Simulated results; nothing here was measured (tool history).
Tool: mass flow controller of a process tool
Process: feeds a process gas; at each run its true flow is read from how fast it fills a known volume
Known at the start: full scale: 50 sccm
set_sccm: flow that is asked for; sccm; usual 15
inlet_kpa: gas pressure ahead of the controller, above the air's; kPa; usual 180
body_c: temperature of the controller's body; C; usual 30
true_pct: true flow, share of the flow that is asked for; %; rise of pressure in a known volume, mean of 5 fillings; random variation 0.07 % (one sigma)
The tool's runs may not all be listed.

run     hour  set_sccm  inlet_kpa  body_c  true_pct
  1      0.0        15        180      30    100.50
  2    289.5        15        161      30    100.82
  3    551.3        15        161      30    100.99
  4    832.0        15        180      30    101.03
  5   1223.4        15        180      29    101.30
  6   1637.7        15        180      35    100.98
  7   2055.2        15        180      30    101.74
  8   2393.3        15        180      30    101.98
  9   2782.7        15        180      30    102.15
 10   2964.0        15        180      30    102.18
 11   3216.2        15        180      30    102.43
 12   3612.6        25        180      30    102.27
 13   3911.4        25        180      30    102.38
      3951.7  -- controller's zero set anew
 14   4138.7        15        180      33    103.41
 15   4387.9        15        180      33    103.43
 16   4818.6        15        180      33    103.79
 17   5192.3        15        180      33    103.95
      5429.4  -- controller exchanged for a calibrated one
 18   5498.6        15        180      33     98.38
 19   5873.6        15        180      33     98.59
 20   6084.9        15        180      33     98.85
      6265.6  -- controller's zero set anew, once more
 21   6279.0        15        180      33     98.44
 22   6584.7        15        180      25     99.25
 23   6815.1        15        180      25     99.46
 24   7034.4        15        180      25     99.46
 25   7281.5        15        180      25     99.58
 26   7622.1        14        208      27     99.41
 27   7846.6        14        208      27     99.55
 28   8278.9         9        180      30    100.31
 29   8577.7        16        210      21    100.47
 30   8921.7        30        256      21    100.49
 31   9241.8         7        233      29    101.39
 32   9438.8         7        233      29    101.50
 33   9740.3         7        233      29    101.91
 34  10011.4         7        233      29    102.30
 35  10223.4         7        233      29    102.55
 36  10630.4         7        233      29    102.90
 37  10901.0         7        142      36    103.60
 38  11223.0         8        194      30    103.19
 39  11477.0         8        251      30    102.88
 40  11838.4         6        191      26    105.59
 41  12133.9         6        191      26    105.99
 42  12345.8        15        180      39    101.90
 43  12688.2        15        180      31    102.54
 44  13061.7        15        180      31    102.65
 45  13338.9        17        144      30    102.87
 46  13559.3         7        180      30    106.47
 47  13767.5        15        274      30    102.50
 48  14080.2        34        226      23    102.37

4 ways to go on from here, each from the tool as it stands after run 48. What would each give?
     14154.9  -- controller's zero set anew
  A  14261.6        15        153      30         ?
     14154.9  -- controller's zero set anew
  B  14261.6        15        180      34         ?
     14154.9  -- controller's zero set anew
  C  14261.6        33        163      37         ?
     14154.9  -- controller's zero set anew
  D  14261.6        34        182      23         ?

run  true_pct
  A    100.23
  B     99.81
  C    100.53
  D    101.34
Without the tool's hidden state the same runs would have given:
run  true_pct
  A     98.42
  B     98.00
  C     98.80
  D     99.60
